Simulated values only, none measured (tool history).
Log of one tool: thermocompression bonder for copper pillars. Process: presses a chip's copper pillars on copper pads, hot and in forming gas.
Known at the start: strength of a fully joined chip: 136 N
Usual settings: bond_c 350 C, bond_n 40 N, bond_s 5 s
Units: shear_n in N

run	hour	bond_c	bond_n	bond_s	shear_n
1	0.0	350	40	5	92.0
2	6.7	345	40	5	89.3
3	20.1	350	40	6	96.9
4	30.9	350	40	6	96.5
5	36.9	350	40	6	96.1
6	42.8	350	42	6	99.2
7	51.8	350	42	6	99.4
8	61.4	350	40	5	91.7
9	74.4	350	40	5	91.6
10	87.4	350	40	5	91.4
11	97.9	350	40	5	91.6
12	107.7	350	40	5	91.1
13	118.3	350	40	5	91.4
14	130.0	350	40	5	91.2
15	144.1	350	40	3	78.5
16	156.4	350	40	4	85.4
17	169.1	350	40	4	85.0
18	183.3	350	40	4	85.2
19	189.4	350	40	5	91.0
20	196.9	358	48	15	123.7
# hour 199.1: force cell calibrated
21	212.5	335	31	14	92.6
22	224.1	366	43	5	102.4

Run 23 comes next. What will it give?
23	236.7	356	46	6	?

{"run 23": {"shear_n": 105.0}}
Without the tool's hidden state the same run would have given shear_n 107.9 N.
